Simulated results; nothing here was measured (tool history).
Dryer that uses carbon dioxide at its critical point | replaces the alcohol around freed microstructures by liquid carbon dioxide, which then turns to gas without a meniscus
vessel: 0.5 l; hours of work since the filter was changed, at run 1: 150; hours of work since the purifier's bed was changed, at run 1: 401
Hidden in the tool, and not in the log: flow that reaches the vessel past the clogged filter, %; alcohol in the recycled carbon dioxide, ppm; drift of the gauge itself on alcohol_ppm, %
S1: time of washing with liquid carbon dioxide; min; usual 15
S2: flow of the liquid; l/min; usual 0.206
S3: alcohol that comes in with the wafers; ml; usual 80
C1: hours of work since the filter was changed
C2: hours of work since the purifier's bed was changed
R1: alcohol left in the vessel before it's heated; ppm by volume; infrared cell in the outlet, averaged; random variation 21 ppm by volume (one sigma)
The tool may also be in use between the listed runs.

run	hour	S1	S2	S3	C1	C2	R1
1	0	15	0.206	80	150	401	1662
2	25	15	0.206	80	159	410	1671
3	56.1	15	0.206	80	169	421	1668
4	86.8	15	0.206	80	180	431	1692
5	124.4	15	0.206	80	193	444	1739
6	158.4	15	0.206	80	205	456	1696
7	188.9	14	0.206	80	215	466	2340
8	223.2	15	0.206	80	227	478	1769
9	246.2	15	0.206	80	235	486	1787
10	271	19	0.206	80	244	495	581
11	292.6	19	0.206	80	251	502	571
12	314.3	19	0.206	80	258	510	573
13	336.9	15	0.206	80	266	517	1846
14	358.4	15	0.206	80	274	525	1821
15	391.9	15	0.206	22	285	536	572
16	422.3	15	0.206	22	296	547	580
17	442	15	0.206	22	303	554	573
18	475.1	15	0.206	22	314	565	569
19	499.2	15	0.206	22	322	573	590
20	533.2	15	0.206	22	334	585	597
# hour 540.6: inlet filter changed
21	569.9	18	0.171	48	10	597	892
22	602.7	13	0.337	53	21	609	233
23	622.1	13	0.337	53	28	615	233
24	645.3	13	0.337	53	36	623	245
25	677.6	13	0.337	53	47	634	246
26	706.9	23	0.182	50	57	645	250
27	743.9	11	0.217	80	70	657	4517
28	775.4	15	0.225	47	81	668	696
29	791.7	19	0.29	80	87	674	131
30	807.3	15	0.247	80	92	679	731
31	845.3	17	0.195	80	105	692	1159
32	860.7	17	0.141	80	110	698	4145
33	880.6	23	0.206	53	117	704	178
34	900.5	24	0.223	37	124	711	116
35	934.7	24	0.223	37	136	723	119
36	965.5	9	0.312	80	146	734	2804
37	985.5	15	0.146	68	153	741	5024
38	1014.1	21	0.196	80	163	750	428
39	1036.9	21	0.196	80	171	758	436
40	1069.7	21	0.196	80	182	770	455

4 ways to go on from here, each from the tool as it stands after run 40. What would each give?
A	1095.2	15	0.278	80	191	778	?
B	1095.2	15	0.257	29	191	778	?
C	1095.2	14	0.196	118	191	778	?
D	1095.2	22	0.196	80	191	778	?

run	R1
A	467
B	313
C	4117
D	362
Without the tool's hidden state the same runs would have given:
run	R1
A	293
B	180
C	3409
D	207
